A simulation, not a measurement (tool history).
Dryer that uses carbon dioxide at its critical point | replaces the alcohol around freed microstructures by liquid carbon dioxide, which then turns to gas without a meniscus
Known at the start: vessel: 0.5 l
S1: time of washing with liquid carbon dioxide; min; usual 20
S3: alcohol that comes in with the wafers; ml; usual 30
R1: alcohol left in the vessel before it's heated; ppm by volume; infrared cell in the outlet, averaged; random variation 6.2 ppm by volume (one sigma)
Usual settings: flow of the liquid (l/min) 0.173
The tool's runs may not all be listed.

Run 1, hour 0: usual settings. Result: R1 612 ppm by volume.
Run 2, hour 35.3: usual settings. Result: R1 625 ppm by volume.
Run 3, hour 60.5: usual settings. Result: R1 618 ppm by volume.
At hour 69.6: inlet filter changed.
Run 4, hour 90.1: usual settings but S3 105 ml. Result: R1 1003 ppm by volume.
Run 5, hour 142.7: usual settings but S3 105 ml. Result: R1 1070 ppm by volume.
Run 6, hour 190.6: usual settings but S3 105 ml. Result: R1 1088 ppm by volume.
Run 7, hour 221.8: usual settings but S3 105 ml. Result: R1 1192 ppm by volume.
Run 8, hour 266.2: usual settings. Result: R1 438 ppm by volume.
Run 9, hour 321.4: usual settings. Result: R1 474 ppm by volume.
Run 10, hour 368.3: usual settings. Result: R1 493 ppm by volume.
Run 11, hour 412.4: usual settings. Result: R1 535 ppm by volume.
Run 12, hour 445.5: usual settings but S1 15 min, flow of the liquid (l/min) 0.195, S3 99 ml. Result: R1 2903 ppm by volume.
Run 13, hour 476.3: usual settings but S1 21 min, flow of the liquid (l/min) 0.264. Result: R1 196 ppm by volume.
Run 14, hour 512.2: usual settings but S1 21 min, flow of the liquid (l/min) 0.264. Result: R1 190 ppm by volume.
Run 15, hour 564.6: usual settings but S1 23 min, flow of the liquid (l/min) 0.208. Result: R1 250 ppm by volume.
Run 16, hour 602.4: usual settings but S1 27 min, flow of the liquid (l/min) 0.129, S3 42 ml. Result: R1 703 ppm by volume.
Run 17, hour 642: usual settings but S1 27 min, flow of the liquid (l/min) 0.129, S3 42 ml. Result: R1 755 ppm by volume.
Run 18, hour 681: usual settings but S1 27 min, flow of the liquid (l/min) 0.129, S3 42 ml. Result: R1 799 ppm by volume.
Run 19, hour 718.2: usual settings but flow of the liquid (l/min) 0.183. Result: R1 583 ppm by volume.
Run 20, hour 744: usual settings but S1 31 min, flow of the liquid (l/min) 0.116. Result: R1 581 ppm by volume.
Run 21, hour 780.6: usual settings but S1 27 min, flow of the liquid (l/min) 0.129, S3 47 ml. Result: R1 965 ppm by volume.

3 ways to go on from here, each from the tool as it stands after run 21. What would each give?
Run A, hour 818.4: usual settings but S1 16 min, flow of the liquid (l/min) 0.129, S3 52 ml. Result: R1 ?.
Run B, hour 818.4: usual settings but S1 13 min. Result: R1 ?.
Run C, hour 818.4: usual settings but S1 26 min, flow of the liquid (l/min) 0.129, S3 47 ml. Result: R1 ?.

run    R1
  A  6061
  B  3058
  C  1137
Without the tool's hidden state the same runs would have given:
run    R1
  A  3567
  B  1669
  C   415

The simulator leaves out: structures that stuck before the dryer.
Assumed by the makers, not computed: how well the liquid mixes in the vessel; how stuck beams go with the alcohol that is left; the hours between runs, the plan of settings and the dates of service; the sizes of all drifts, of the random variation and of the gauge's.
